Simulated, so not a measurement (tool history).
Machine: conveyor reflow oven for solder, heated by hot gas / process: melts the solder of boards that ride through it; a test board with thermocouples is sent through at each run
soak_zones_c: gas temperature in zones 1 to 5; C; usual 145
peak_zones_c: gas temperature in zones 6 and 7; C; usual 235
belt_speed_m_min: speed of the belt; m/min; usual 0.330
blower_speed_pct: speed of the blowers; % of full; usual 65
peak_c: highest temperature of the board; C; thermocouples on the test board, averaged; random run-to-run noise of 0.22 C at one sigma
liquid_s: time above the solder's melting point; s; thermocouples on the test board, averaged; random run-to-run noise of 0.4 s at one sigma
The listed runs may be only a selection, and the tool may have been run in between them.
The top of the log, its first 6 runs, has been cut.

run	hour	soak_zones_c	peak_zones_c	belt_speed_m_min	blower_speed_pct	peak_c	liquid_s
7	284.9	145	235	0.330	65	222.8	107.1
8	325.5	145	235	0.328	65	222.9	108.4
9	391.8	145	235	0.290	65	226.3	126.3
10	426.6	145	235	0.290	65	226.3	126.6
11	472.9	145	235	0.290	65	225.9	126.7
12	531.4	145	235	0.290	65	225.7	126.9
13	579.9	145	247	0.330	65	233.7	117.0
14	631.0	145	247	0.330	65	234.0	116.8
# hour 642.5: flux residue cleaned out of gas plates and filters
15	678.5	145	247	0.330	65	234.0	116.6
16	735.2	145	247	0.330	65	233.9	116.8
17	767.0	157	239	0.277	52	229.0	144.9
18	808.2	155	239	0.277	66	232.3	145.2
19	864.8	145	235	0.361	89	225.8	100.8
20	928.6	145	235	0.361	89	225.8	101.4
21	991.6	158	235	0.383	65	220.9	98.1
22	1025.5	158	235	0.383	65	221.1	98.8
23	1056.2	132	224	0.330	72	212.9	89.2
# hour 1075.3: belt drive overhauled, speed set with a stopwatch
24	1100.5	132	224	0.365	75	211.0	76.3
25	1143.0	141	235	0.299	76	227.4	121.8
26	1175.6	141	235	0.299	76	227.1	121.6
27	1232.4	159	240	0.330	80	232.3	124.5
28	1267.9	159	240	0.330	80	232.0	123.6
# hour 1337.4: thermocouples of zones 6 and 7 changed
29	1339.9	159	240	0.330	80	231.9	124.9
30	1395.6	154	243	0.282	65	235.3	144.0
# hour 1449.3: flux residue cleaned out of gas plates and filters
31	1449.9	152	245	0.282	65	236.4	144.6

Branching from run 31: 3 alternative next runs. What would each branch give?
A	1514.4	150	235	0.356	65	?	?
B	1514.4	150	242	0.330	57	?	?
C	1514.4	152	245	0.261	76	?	?

run	peak_c	liquid_s
A	221.8	101.1
B	227.9	114.7
C	240.3	158.0
Stripped of hidden state, with their random variation kept, the same runs would have yielded:
run	peak_c	liquid_s
A	221.8	101.1
B	228.0	114.7
C	240.3	158.0
